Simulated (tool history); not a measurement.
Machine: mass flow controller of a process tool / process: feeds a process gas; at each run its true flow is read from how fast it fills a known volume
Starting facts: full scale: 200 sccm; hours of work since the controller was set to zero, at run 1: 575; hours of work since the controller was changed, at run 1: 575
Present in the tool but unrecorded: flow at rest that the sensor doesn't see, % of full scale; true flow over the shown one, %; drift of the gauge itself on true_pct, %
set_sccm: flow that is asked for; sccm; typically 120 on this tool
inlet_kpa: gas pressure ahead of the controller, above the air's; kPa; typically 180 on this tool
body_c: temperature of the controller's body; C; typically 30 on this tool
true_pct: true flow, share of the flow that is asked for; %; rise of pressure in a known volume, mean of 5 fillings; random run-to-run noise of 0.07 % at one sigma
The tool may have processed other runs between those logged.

run	day	set_sccm	inlet_kpa	body_c	hours of work since the controller was set to zero	hours of work since the controller was changed	true_pct
1	0.000	120	180	30	575	575	98.74
2	1.842	120	180	30	600	600	98.64
3	3.200	120	180	30	619	619	98.90
4	5.112	120	180	30	645	645	98.65
5	7.958	120	180	30	684	684	98.68
6	9.912	120	180	30	710	710	98.64
7	12.429	120	180	30	745	745	98.70
8	14.850	120	195	30	778	778	98.92
9	16.362	120	195	30	798	798	98.84
10	18.075	96	182	29	821	821	98.56
11	20.125	96	182	29	849	849	98.69
12	22.117	120	159	26	877	877	99.04
13	23.471	97	211	29	895	895	98.77
14	25.612	148	211	25	924	924	99.69
15	27.983	120	171	31	956	956	98.56
16	29.967	120	160	24	983	983	99.25
17	32.454	50	180	25	1017	1017	97.77

Below are 5 alternative next runs, each starting from the tool's condition after run 17. Predict each:
A	34.842	45	236	30	1050	1050	?
B	34.842	30	180	23	1050	1050	?
C	34.842	33	184	40	1050	1050	?
D	34.842	113	180	26	1050	1050	?
E	34.842	173	180	25	1050	1050	?

run	true_pct
A	97.25
B	96.95
C	95.63
D	99.01
E	99.83
Stripped of hidden state, with their random variation kept, the same runs would have yielded:
run	true_pct
A	97.87
B	98.20
C	96.71
D	98.88
E	99.52
